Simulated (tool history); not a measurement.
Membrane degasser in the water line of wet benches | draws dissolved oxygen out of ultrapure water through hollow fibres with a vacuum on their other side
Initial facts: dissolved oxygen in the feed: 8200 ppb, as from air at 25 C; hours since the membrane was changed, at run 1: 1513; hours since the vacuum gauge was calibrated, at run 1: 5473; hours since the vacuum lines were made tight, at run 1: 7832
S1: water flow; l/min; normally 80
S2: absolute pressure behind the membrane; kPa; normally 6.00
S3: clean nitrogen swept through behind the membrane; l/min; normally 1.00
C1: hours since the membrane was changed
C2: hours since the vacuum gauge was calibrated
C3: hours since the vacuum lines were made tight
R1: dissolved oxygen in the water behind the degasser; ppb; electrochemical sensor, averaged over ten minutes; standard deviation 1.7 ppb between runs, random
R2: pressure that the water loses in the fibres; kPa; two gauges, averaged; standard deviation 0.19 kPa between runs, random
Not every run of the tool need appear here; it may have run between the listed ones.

run,hour,S1,S2,S3,C1,C2,C3,R1,R2
1,0.0,80,6.00,1.00,1513,5473,7832,377.9,40.95
2,33.2,80,6.00,1.00,1546,5506,7865,379.9,40.76
3,81.7,80,6.00,1.00,1595,5555,7914,378.3,40.87
4,120.1,80,6.00,1.00,1633,5593,7952,379.2,40.64
5,157.3,80,6.00,1.00,1670,5630,7989,380.5,40.84
6,201.8,80,6.00,1.00,1715,5675,8034,376.4,40.75
7,231.1,124,11.10,1.00,1744,5704,8063,1302.5,63.01
8,265.9,64,11.05,0.43,1779,5739,8098,1373.1,32.46
9,314.4,64,11.05,0.43,1827,5787,8146,1384.3,32.65
10,338.0,64,11.05,0.43,1851,5811,8170,1386.3,32.65
11,380.8,59,7.62,1.01,1894,5854,8213,460.1,29.85
12,430.1,80,7.09,1.60,1943,5903,8262,375.1,40.43

4 options for the next run, each taken on its own from the tool as it stands now. Forecast them:
A,476.9,112,3.69,1.06,1990,5950,8309,?,?
B,476.9,80,7.09,1.26,1990,5950,8309,?,?
C,476.9,80,7.09,2.83,1990,5950,8309,?,?
D,476.9,80,6.00,0.56,1990,5950,8309,?,?

run,R1,R2
A,123.8,56.73
B,438.0,40.52
C,246.8,40.64
D,524.9,40.55
Without the tool's unlogged condition, the same runs would have read:
run,R1,R2
A,123.7,57.31
B,437.9,40.93
C,246.7,41.06
D,524.7,40.96

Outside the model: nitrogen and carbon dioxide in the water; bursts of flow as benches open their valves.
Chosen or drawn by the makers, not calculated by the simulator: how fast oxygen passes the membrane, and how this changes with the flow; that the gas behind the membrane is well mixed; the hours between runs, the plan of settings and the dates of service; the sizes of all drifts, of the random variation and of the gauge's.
